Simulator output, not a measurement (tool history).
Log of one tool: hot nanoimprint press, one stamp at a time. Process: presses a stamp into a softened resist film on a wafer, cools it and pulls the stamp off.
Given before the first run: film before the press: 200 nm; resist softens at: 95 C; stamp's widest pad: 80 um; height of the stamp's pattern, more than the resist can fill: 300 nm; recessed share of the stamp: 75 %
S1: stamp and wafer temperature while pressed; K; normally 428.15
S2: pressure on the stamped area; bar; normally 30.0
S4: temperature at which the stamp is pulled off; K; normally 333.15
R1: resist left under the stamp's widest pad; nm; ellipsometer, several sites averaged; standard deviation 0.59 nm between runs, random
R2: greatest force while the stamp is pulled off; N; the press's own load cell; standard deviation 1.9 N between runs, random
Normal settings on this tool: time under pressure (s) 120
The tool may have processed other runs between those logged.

Run 1, hour 0.0: usual settings. Result: R1 108.2 nm, R2 205 N.
Run 2, hour 44.6: usual settings. Result: R1 107.0 nm, R2 207 N.
Run 3, hour 73.1: usual settings. Result: R1 106.4 nm, R2 203 N.
At hour 83.8: plate thermocouple calibrated.
At hour 105.6: stamp cleaned and given a new release coat.
Run 4, hour 106.0: usual settings. Result: R1 108.3 nm, R2 204 N.
Run 5, hour 147.0: usual settings. Result: R1 107.8 nm, R2 204 N.
Run 6, hour 166.6: usual settings. Result: R1 107.6 nm, R2 207 N.
Run 7, hour 185.0: usual settings. Result: R1 107.3 nm, R2 205 N.
Run 8, hour 206.4: usual settings. Result: R1 107.0 nm, R2 204 N.
Run 9, hour 241.3: usual settings but time under pressure (s) 203. Result: R1 88.3 nm, R2 206 N.
Run 10, hour 269.1: usual settings but time under pressure (s) 203. Result: R1 88.5 nm, R2 207 N.
Run 11, hour 287.9: usual settings but time under pressure (s) 179, S4 335.15 K. Result: R1 93.7 nm, R2 196 N.
At hour 311.8: stamp cleaned and given a new release coat.
Run 12, hour 314.5: usual settings but S2 37.5 bar, S4 329.15 K. Result: R1 97.2 nm, R2 224 N.
Run 13, hour 344.2: usual settings but time under pressure (s) 80, S4 329.15 K. Result: R1 122.3 nm, R2 227 N.
Run 14, hour 385.2: usual settings but S2 45.4 bar, time under pressure (s) 183, S4 341.15 K. Result: R1 76.3 nm, R2 164 N.
Run 15, hour 422.7: usual settings but S1 417.15 K, S2 42.8 bar. Result: R1 164.9 nm, R2 203 N.
Run 16, hour 443.1: usual settings but S1 417.15 K, S2 42.8 bar. Result: R1 163.0 nm, R2 202 N.

Predict each of these 3 candidate next runs independently; none follows another, all start after run 16:
Run A, hour 481.8: usual settings but S1 416.15 K, S2 42.8 bar. Result: R1 ?, R2 ?.
Run B, hour 481.8: usual settings but S1 437.15 K, S2 21.4 bar, S4 326.15 K. Result: R1 ?, R2 ?.
Run C, hour 481.8: usual settings but time under pressure (s) 81, S4 339.15 K. Result: R1 ?, R2 ?.

run     R1   R2
  A  168.4  206
  B   71.1  238
  C  122.6  177
Without the tool's unlogged condition, the same runs would have read:
run     R1   R2
  A  170.3  205
  B   71.9  237
  C  123.9  176
